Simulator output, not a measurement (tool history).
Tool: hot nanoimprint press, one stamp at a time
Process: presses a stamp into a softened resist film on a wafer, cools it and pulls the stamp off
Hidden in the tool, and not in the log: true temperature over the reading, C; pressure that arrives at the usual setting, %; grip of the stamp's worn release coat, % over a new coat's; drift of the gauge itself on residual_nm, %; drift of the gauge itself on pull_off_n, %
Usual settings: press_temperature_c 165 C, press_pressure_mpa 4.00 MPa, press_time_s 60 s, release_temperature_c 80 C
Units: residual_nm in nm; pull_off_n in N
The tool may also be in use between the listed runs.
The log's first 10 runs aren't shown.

run	hour	press_temperature_c	press_pressure_mpa	press_time_s	release_temperature_c	hours of work since the thermocouple was calibrated	imprints on the stamp's release coat	hours of work since the press's seals were changed	residual_nm	pull_off_n
11	120.0	165	4.00	60	80	260	385	158	183.8	271
12	134.2	165	4.00	60	84	266	430	164	184.0	255
13	142.9	165	4.00	60	81	270	458	168	185.0	277
14	152.4	165	4.00	60	80	275	488	173	183.7	294
15	163.5	165	4.00	89	80	279	524	177	162.2	292
16	176.7	165	4.00	89	80	285	566	183	158.2	298
17	192.1	165	4.00	89	80	292	616	190	161.7	299
18	202.4	173	4.00	43	80	297	649	195	151.7	300
19	209.8	173	3.67	43	80	300	672	198	157.8	300
20	216.6	173	3.67	43	80	303	694	201	159.2	309
21	224.2	173	3.67	43	80	306	718	204	159.1	310
22	230.9	173	3.67	43	80	309	740	207	161.0	298
23	240.8	165	4.00	60	78	314	772	212	183.7	330
24	248.6	153	3.07	30	69	317	797	215	317.3	408

The next listed run, before its measurement:
25	263.8	153	3.07	30	69	324	846	222	?	?

Run 25 gave residual_nm 313.6 nm, pull_off_n 408 N.
Without the tool's hidden state the same run would have given residual_nm 309.0 nm, pull_off_n 307 N.
